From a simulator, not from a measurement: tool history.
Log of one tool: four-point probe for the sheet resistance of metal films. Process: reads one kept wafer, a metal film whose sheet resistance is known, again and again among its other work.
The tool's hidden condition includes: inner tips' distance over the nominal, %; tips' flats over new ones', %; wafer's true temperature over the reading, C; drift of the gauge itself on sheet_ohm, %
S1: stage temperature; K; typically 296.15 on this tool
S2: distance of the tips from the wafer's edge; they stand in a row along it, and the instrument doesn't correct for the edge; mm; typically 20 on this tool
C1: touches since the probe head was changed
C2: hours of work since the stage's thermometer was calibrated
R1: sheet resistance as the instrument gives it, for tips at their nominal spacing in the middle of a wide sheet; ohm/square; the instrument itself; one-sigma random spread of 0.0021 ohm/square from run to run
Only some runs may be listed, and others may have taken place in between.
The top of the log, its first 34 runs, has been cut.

Run 35, hour 3105.8: usual settings but S1 292.15 K, S2 5 mm; C1 78733; C2 1715. Result: R1 10.726058 ohm/square.
Run 36, hour 3181.7: usual settings but S1 293.15 K, S2 12 mm; C1 80876; C2 1770. Result: R1 10.445268 ohm/square.
Run 37, hour 3269.3: usual settings but S1 293.15 K, S2 12 mm; C1 83350; C2 1833. Result: R1 10.442218 ohm/square.
Run 38, hour 3341.2: usual settings but S1 293.15 K, S2 12 mm; C1 85381; C2 1885. Result: R1 10.439809 ohm/square.
Run 39, hour 3461.5: usual settings but S1 292.15 K, S2 9 mm; C1 88779; C2 1971. Result: R1 10.483952 ohm/square.
Run 40, hour 3544.7: usual settings but S1 292.15 K, S2 4 mm; C1 91129; C2 2031. Result: R1 10.903218 ohm/square.
Run 41, hour 3609.9: usual settings but S1 292.15 K, S2 4 mm; C1 92971; C2 2078. Result: R1 10.908609 ohm/square.
Run 42, hour 3694.1: usual settings but S2 24 mm; C1 95348; C2 2139. Result: R1 10.417226 ohm/square.
Run 43, hour 3798.5: usual settings but S1 298.15 K, S2 21 mm; C1 98298; C2 2214. Result: R1 10.434937 ohm/square.
Run 44, hour 3870.0: usual settings but S1 300.15 K, S2 22 mm; C1 100318; C2 2265. Result: R1 10.446902 ohm/square.

Alternative continuations, all from the tool just after run 44; predict every row:
Run A, hour 3968.7: usual settings but S1 303.15 K, S2 34 mm; C1 103106; C2 2336. Result: R1 ?.
Run B, hour 3968.7: usual settings but S1 293.15 K, S2 54 mm; C1 103106; C2 2336. Result: R1 ?.
Run C, hour 3968.7: usual settings but S1 305.15 K, S2 22 mm; C1 103106; C2 2336. Result: R1 ?.

run         R1
  A  10.455509
  B  10.381432
  C  10.480306
With no hidden state in the tool, these same runs would have given:
run         R1
  A  10.455790
  B  10.381703
  C  10.480588

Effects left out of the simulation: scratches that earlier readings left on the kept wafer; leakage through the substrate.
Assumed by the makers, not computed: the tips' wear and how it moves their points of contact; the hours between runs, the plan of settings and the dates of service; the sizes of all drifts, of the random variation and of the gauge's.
